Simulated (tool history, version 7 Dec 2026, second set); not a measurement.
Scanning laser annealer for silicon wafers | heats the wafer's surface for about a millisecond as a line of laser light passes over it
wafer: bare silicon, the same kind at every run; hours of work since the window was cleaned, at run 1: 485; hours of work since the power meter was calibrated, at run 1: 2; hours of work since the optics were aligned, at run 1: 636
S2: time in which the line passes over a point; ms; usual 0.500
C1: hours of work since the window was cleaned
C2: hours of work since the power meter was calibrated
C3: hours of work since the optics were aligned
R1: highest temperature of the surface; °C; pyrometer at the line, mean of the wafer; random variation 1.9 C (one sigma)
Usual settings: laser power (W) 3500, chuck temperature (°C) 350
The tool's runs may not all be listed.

{"run": 1, "hour": 0.0, "laser power (W)": 3500, "S2": 0.5, "chuck temperature (°C)": 350, "C1": 485, "C2": 2, "C3": 636, "R1": 1132}
{"run": 2, "hour": 16.8, "laser power (W)": 3500, "S2": 0.5, "chuck temperature (°C)": 350, "C1": 496, "C2": 13, "C3": 647, "R1": 1134}
{"run": 3, "hour": 25.1, "laser power (W)": 3500, "S2": 0.5, "chuck temperature (°C)": 350, "C1": 501, "C2": 18, "C3": 652, "R1": 1133}
{"run": 4, "hour": 38.1, "laser power (W)": 3500, "S2": 0.5, "chuck temperature (°C)": 350, "C1": 510, "C2": 27, "C3": 660, "R1": 1135}
{"run": 5, "hour": 53.0, "laser power (W)": 3500, "S2": 0.5, "chuck temperature (°C)": 355, "C1": 519, "C2": 36, "C3": 670, "R1": 1135}
{"run": 6, "hour": 63.5, "laser power (W)": 3500, "S2": 0.5, "chuck temperature (°C)": 355, "C1": 526, "C2": 43, "C3": 676, "R1": 1140}
{"run": 7, "hour": 80.0, "laser power (W)": 3500, "S2": 0.5, "chuck temperature (°C)": 355, "C1": 536, "C2": 53, "C3": 687, "R1": 1136}
{"run": 8, "hour": 90.7, "laser power (W)": 3500, "S2": 0.5, "chuck temperature (°C)": 355, "C1": 543, "C2": 60, "C3": 694, "R1": 1139}
{"run": 9, "hour": 103.1, "laser power (W)": 3500, "S2": 0.5, "chuck temperature (°C)": 355, "C1": 551, "C2": 68, "C3": 702, "R1": 1138}
{"run": 10, "hour": 113.5, "laser power (W)": 3500, "S2": 0.542, "chuck temperature (°C)": 355, "C1": 558, "C2": 75, "C3": 708, "R1": 1176}
{"run": 11, "hour": 129.3, "laser power (W)": 3500, "S2": 0.542, "chuck temperature (°C)": 355, "C1": 568, "C2": 85, "C3": 718, "R1": 1176}
{"run": 12, "hour": 144.8, "laser power (W)": 3500, "S2": 0.402, "chuck temperature (°C)": 350, "C1": 577, "C2": 95, "C3": 728, "R1": 1041}
{"run": 13, "hour": 155.0, "laser power (W)": 3500, "S2": 0.402, "chuck temperature (°C)": 350, "C1": 584, "C2": 101, "C3": 735, "R1": 1043}
{"run": 14, "hour": 169.4, "laser power (W)": 3500, "S2": 0.402, "chuck temperature (°C)": 350, "C1": 593, "C2": 110, "C3": 744, "R1": 1042}
{"run": 15, "hour": 188.9, "laser power (W)": 3500, "S2": 0.5, "chuck temperature (°C)": 350, "C1": 606, "C2": 123, "C3": 756, "R1": 1134}
{"run": 16, "hour": 199.2, "laser power (W)": 3500, "S2": 0.399, "chuck temperature (°C)": 350, "C1": 612, "C2": 129, "C3": 763, "R1": 1039}
{"run": 17, "hour": 213.6, "laser power (W)": 3500, "S2": 0.5, "chuck temperature (°C)": 350, "C1": 621, "C2": 138, "C3": 772, "R1": 1133}
{"run": 18, "hour": 225.4, "laser power (W)": 3500, "S2": 0.5, "chuck temperature (°C)": 350, "C1": 629, "C2": 146, "C3": 779, "R1": 1134}
{"run": 19, "hour": 238.8, "laser power (W)": 3500, "S2": 0.5, "chuck temperature (°C)": 350, "C1": 637, "C2": 154, "C3": 788, "R1": 1132}
{"run": 20, "hour": 248.5, "laser power (W)": 3500, "S2": 0.5, "chuck temperature (°C)": 350, "C1": 643, "C2": 160, "C3": 794, "R1": 1131}
{"run": 21, "hour": 259.3, "laser power (W)": 3446, "S2": 0.355, "chuck temperature (°C)": 350, "C1": 650, "C2": 167, "C3": 801, "R1": 983}
{"run": 22, "hour": 269.7, "laser power (W)": 3736, "S2": 0.408, "chuck temperature (°C)": 331, "C1": 657, "C2": 174, "C3": 808, "R1": 1080}
{"run": 23, "hour": 286.4, "laser power (W)": 3736, "S2": 0.408, "chuck temperature (°C)": 331, "C1": 668, "C2": 185, "C3": 818, "R1": 1081}
{"run": 24, "hour": 295.0, "laser power (W)": 3185, "S2": 0.555, "chuck temperature (°C)": 314, "C1": 673, "C2": 190, "C3": 824, "R1": 1064}
{"run": 25, "hour": 310.1, "laser power (W)": 3799, "S2": 0.463, "chuck temperature (°C)": 350, "C1": 683, "C2": 200, "C3": 833, "R1": 1168}
{"run": 26, "hour": 327.3, "laser power (W)": 3500, "S2": 0.5, "chuck temperature (°C)": 342, "C1": 694, "C2": 211, "C3": 844, "R1": 1126}
{"run": 27, "hour": 340.5, "laser power (W)": 3258, "S2": 0.524, "chuck temperature (°C)": 365, "C1": 702, "C2": 219, "C3": 853, "R1": 1105}
{"run": 28, "hour": 350.8, "laser power (W)": 3515, "S2": 0.485, "chuck temperature (°C)": 324, "C1": 708, "C2": 226, "C3": 859, "R1": 1096}
{"run": 29, "hour": 364.5, "laser power (W)": 3515, "S2": 0.485, "chuck temperature (°C)": 324, "C1": 717, "C2": 234, "C3": 868, "R1": 1099}
{"run": 30, "hour": 383.9, "laser power (W)": 3284, "S2": 0.426, "chuck temperature (°C)": 350, "C1": 730, "C2": 247, "C3": 880, "R1": 1019}
{"run": 31, "hour": 403.4, "laser power (W)": 3284, "S2": 0.425, "chuck temperature (°C)": 388, "C1": 742, "C2": 259, "C3": 893, "R1": 1053}
{"run": 32, "hour": 422.9, "laser power (W)": 3500, "S2": 0.594, "chuck temperature (°C)": 350, "C1": 754, "C2": 271, "C3": 905, "R1": 1208}
{"run": 33, "hour": 439.8, "laser power (W)": 3500, "S2": 0.594, "chuck temperature (°C)": 350, "C1": 765, "C2": 282, "C3": 916, "R1": 1210}
{"run": 34, "hour": 455.6, "laser power (W)": 3165, "S2": 0.594, "chuck temperature (°C)": 353, "C1": 775, "C2": 292, "C3": 926, "R1": 1124}
{"run": 35, "hour": 472.7, "laser power (W)": 3165, "S2": 0.594, "chuck temperature (°C)": 353, "C1": 786, "C2": 303, "C3": 937, "R1": 1127}
{"run": 36, "hour": 483.1, "laser power (W)": 3500, "S2": 0.479, "chuck temperature (°C)": 350, "C1": 793, "C2": 310, "C3": 943, "R1": 1115}
{"run": 37, "hour": 492.8, "laser power (W)": 3500, "S2": 0.479, "chuck temperature (°C)": 350, "C1": 799, "C2": 316, "C3": 949, "R1": 1114}
{"run": 38, "hour": 509.0, "laser power (W)": 3010, "S2": 0.5, "chuck temperature (°C)": 327, "C1": 809, "C2": 326, "C3": 960, "R1": 992}
{"run": 39, "hour": 518.3, "laser power (W)": 3478, "S2": 0.5, "chuck temperature (°C)": 350, "C1": 815, "C2": 332, "C3": 966, "R1": 1128}

Forecast each of these 5 alternatives for the next run:
{"run": "A", "hour": 529.2, "laser power (W)": 3503, "S2": 0.544, "chuck temperature (°C)": 382, "C1": 822, "C2": 339, "C3": 973, "R1": "?"}
{"run": "B", "hour": 529.2, "laser power (W)": 3500, "S2": 0.502, "chuck temperature (°C)": 350, "C1": 822, "C2": 339, "C3": 973, "R1": "?"}
{"run": "C", "hour": 529.2, "laser power (W)": 3378, "S2": 0.476, "chuck temperature (°C)": 352, "C1": 822, "C2": 339, "C3": 973, "R1": "?"}
{"run": "D", "hour": 529.2, "laser power (W)": 3070, "S2": 0.517, "chuck temperature (°C)": 350, "C1": 822, "C2": 339, "C3": 973, "R1": "?"}
{"run": "E", "hour": 529.2, "laser power (W)": 3478, "S2": 0.482, "chuck temperature (°C)": 350, "C1": 822, "C2": 339, "C3": 973, "R1": "?"}

run=A R1=1200
run=B R1=1132
run=C R1=1083
run=D R1=1040
run=E R1=1108
Without the tool's hidden state the same runs would have given:
run=A R1=1202
run=B R1=1134
run=C R1=1085
run=D R1=1042
run=E R1=1111

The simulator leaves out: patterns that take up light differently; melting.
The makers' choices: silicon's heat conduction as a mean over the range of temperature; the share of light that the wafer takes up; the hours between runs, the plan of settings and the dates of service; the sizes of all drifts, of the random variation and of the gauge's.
